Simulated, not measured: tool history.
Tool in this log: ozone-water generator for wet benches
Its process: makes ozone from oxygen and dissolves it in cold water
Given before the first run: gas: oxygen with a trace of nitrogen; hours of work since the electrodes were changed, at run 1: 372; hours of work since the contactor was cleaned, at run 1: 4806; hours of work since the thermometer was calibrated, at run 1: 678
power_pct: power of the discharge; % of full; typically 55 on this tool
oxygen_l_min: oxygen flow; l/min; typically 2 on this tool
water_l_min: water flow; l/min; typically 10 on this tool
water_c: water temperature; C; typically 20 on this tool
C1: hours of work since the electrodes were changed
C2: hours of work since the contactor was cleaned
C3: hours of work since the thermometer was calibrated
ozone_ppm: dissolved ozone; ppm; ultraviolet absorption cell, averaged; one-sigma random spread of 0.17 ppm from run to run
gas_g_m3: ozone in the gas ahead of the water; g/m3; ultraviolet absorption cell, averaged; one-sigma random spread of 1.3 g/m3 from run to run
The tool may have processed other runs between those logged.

run 1 hour=0 | power_pct=55 oxygen_l_min=2 water_l_min=10 water_c=20 | C1=372 C2=4806 C3=678 | ozone_ppm=22.9 gas_g_m3=233.9
run 2 hour=33.7 | power_pct=55 oxygen_l_min=2 water_l_min=10 water_c=20 | C1=396 C2=4830 C3=702 | ozone_ppm=23 gas_g_m3=235.3
run 3 hour=66.5 | power_pct=49 oxygen_l_min=2 water_l_min=10 water_c=20 | C1=419 C2=4853 C3=725 | ozone_ppm=21.2 gas_g_m3=213.8
run 4 hour=87.8 | power_pct=49 oxygen_l_min=2 water_l_min=10 water_c=20 | C1=434 C2=4868 C3=740 | ozone_ppm=21.4 gas_g_m3=213.3
run 5 hour=107.2 | power_pct=49 oxygen_l_min=2 water_l_min=10 water_c=20 | C1=447 C2=4882 C3=754 | ozone_ppm=21.3 gas_g_m3=215.6
run 6 hour=134.5 | power_pct=49 oxygen_l_min=2 water_l_min=10 water_c=20 | C1=466 C2=4901 C3=773 | ozone_ppm=21.2 gas_g_m3=212.4
run 7 hour=162.4 | power_pct=97 oxygen_l_min=2 water_l_min=10 water_c=20 | C1=486 C2=4920 C3=792 | ozone_ppm=35.2 gas_g_m3=350.8
run 8 hour=178.3 | power_pct=44 oxygen_l_min=1.51 water_l_min=7 water_c=19 | C1=497 C2=4932 C3=804 | ozone_ppm=25.3 gas_g_m3=228.2
run 9 hour=204.1 | power_pct=55 oxygen_l_min=2.87 water_l_min=10 water_c=14 | C1=515 C2=4950 C3=822 | ozone_ppm=25.6 gas_g_m3=193.2
run 10 hour=220.8 | power_pct=55 oxygen_l_min=2.87 water_l_min=10 water_c=14 | C1=527 C2=4962 C3=833 | ozone_ppm=25.5 gas_g_m3=190.1

What if the next run were any one of these 5? Each begins from the tool's condition after run 10:
run A hour=242 | power_pct=55 oxygen_l_min=2.87 water_l_min=8 water_c=14 | C1=542 C2=4976 C3=848 | ozone_ppm=? gas_g_m3=?
run B hour=242 | power_pct=55 oxygen_l_min=1.89 water_l_min=12 water_c=26 | C1=542 C2=4976 C3=848 | ozone_ppm=? gas_g_m3=?
run C hour=242 | power_pct=55 oxygen_l_min=2.87 water_l_min=13 water_c=14 | C1=542 C2=4976 C3=848 | ozone_ppm=? gas_g_m3=?
run D hour=242 | power_pct=55 oxygen_l_min=1.05 water_l_min=7 water_c=20 | C1=542 C2=4976 C3=848 | ozone_ppm=? gas_g_m3=?
run E hour=242 | power_pct=50 oxygen_l_min=1.64 water_l_min=11 water_c=14 | C1=542 C2=4976 C3=848 | ozone_ppm=? gas_g_m3=?

run=A ozone_ppm=30.1 gas_g_m3=196.5
run=B ozone_ppm=18.3 gas_g_m3=242.3
run=C ozone_ppm=20.5 gas_g_m3=193.8
run=D ozone_ppm=28.4 gas_g_m3=324.7
run=E ozone_ppm=20.5 gas_g_m3=241
Without the tool's unlogged condition, the same runs would have read:
run=A ozone_ppm=30.8 gas_g_m3=196.1
run=B ozone_ppm=18.9 gas_g_m3=241.8
run=C ozone_ppm=21.3 gas_g_m3=193.4
run=D ozone_ppm=29 gas_g_m3=323.9
run=E ozone_ppm=21.1 gas_g_m3=240.5

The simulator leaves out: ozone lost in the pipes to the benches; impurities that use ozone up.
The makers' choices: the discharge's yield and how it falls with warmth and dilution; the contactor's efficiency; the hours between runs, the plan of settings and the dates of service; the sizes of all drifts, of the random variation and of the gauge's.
